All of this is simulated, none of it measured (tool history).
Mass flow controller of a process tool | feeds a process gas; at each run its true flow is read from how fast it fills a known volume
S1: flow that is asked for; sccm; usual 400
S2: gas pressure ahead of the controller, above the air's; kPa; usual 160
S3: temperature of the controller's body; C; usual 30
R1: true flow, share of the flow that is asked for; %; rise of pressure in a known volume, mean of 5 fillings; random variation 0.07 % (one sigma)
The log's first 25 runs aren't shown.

run	hour	S1	S2	S3	R1
26	5473.8	400	160	38	99.19
27	5761.3	400	275	23	99.65
# hour 5981.6: controller exchanged for a calibrated one
28	6000.9	120	275	23	99.46
29	6154.8	400	147	29	100.18
30	6401.2	400	147	29	100.33
31	6625.9	400	147	29	100.29
32	6764.3	322	160	38	99.43
33	6893.4	322	239	38	98.9
34	7176.5	637	222	39	99.26
35	7400.3	217	160	24	100.45
36	7719.8	788	160	24	101.04
37	7993.9	788	160	24	101.21
38	8251	788	160	24	101.09
39	8393.3	589	240	30	99.85
40	8651.3	589	240	30	99.88
41	8868	111	157	23	100.76

4 ways to go on from here, each from the tool as it stands after run 41. What would each give?
A	9173.4	130	157	27	?
B	9173.4	490	156	27	?
C	9173.4	216	279	38	?
D	9173.4	310	157	23	?

run	R1
A	100.36
B	100.72
C	98.81
D	100.89
Without the tool's hidden state the same runs would have given:
run	R1
A	99.25
B	99.6
C	97.72
D	99.77
